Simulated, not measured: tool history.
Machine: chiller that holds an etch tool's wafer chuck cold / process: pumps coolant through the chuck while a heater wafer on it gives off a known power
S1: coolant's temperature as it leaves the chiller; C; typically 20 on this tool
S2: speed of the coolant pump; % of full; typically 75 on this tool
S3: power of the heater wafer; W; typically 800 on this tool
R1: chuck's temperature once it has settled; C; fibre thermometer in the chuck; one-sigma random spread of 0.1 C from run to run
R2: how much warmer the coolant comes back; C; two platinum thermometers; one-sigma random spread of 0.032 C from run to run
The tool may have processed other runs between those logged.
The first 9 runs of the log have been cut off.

run     day  S1  S2    S3    R1    R2
 10  15.421  20  75   759  27.9  3.44
 11  16.817  27  75   759  34.9   3.4
 12  17.796  13  75   800  21.1  3.63
 13  18.862  13  75   800  21.3  3.53
 14  20.396  13  75   800  21.2  3.55
 15  21.304  13  75   800  21.2  3.58
 16  22.996  11  75   800    19  3.56
 17  24.771  11  75   800  19.3  3.58
 18    26.2  20  98   492  23.9  1.65
     26.362  -- chiller's thermometer calibrated
 19  27.912  11  75   800  19.4  3.57
 20  28.929  20  82   479  24.5  1.93
      29.95  -- chiller's thermometer calibrated, once more
 21  31.021  25  98   472    29  1.55
 22  32.175  11  93  1083  20.7  3.87
 23  33.838  15  76   980  25.5  4.33
 24  35.162  15  76   980  25.6  4.34
 25  36.712  15  85  1149  26.1  4.54
 26  38.721  21  66   800  30.6  4.14
 27  39.825  13  93   800  20.1  2.91
 28  41.996  15  65   457  20.6  2.39
 29  43.425  28  63   876  39.2  4.83
 30  45.225  20  75   800  28.8  3.66
 31  47.362  13  91   868  20.9  3.22
 32  48.725  24  77  1022  34.9  4.48
 33  50.954  20  75   795  28.6  3.63

Predict each of these 3 candidate next runs independently; none follows another, all start after run 33:
  A  52.15  24  90  1177   ?   ?
  B  52.15  27  63   632   ?   ?
  C  52.15  20  86   795   ?   ?

run    R1    R2
  A    35  4.41
  B    35  3.45
  C  27.5  3.16
Take away the tool's hidden state, keep each run's random variation, and the runs would have read:
run    R1    R2
  A  33.9  4.23
  B  34.3  3.31
  C  26.8  3.02
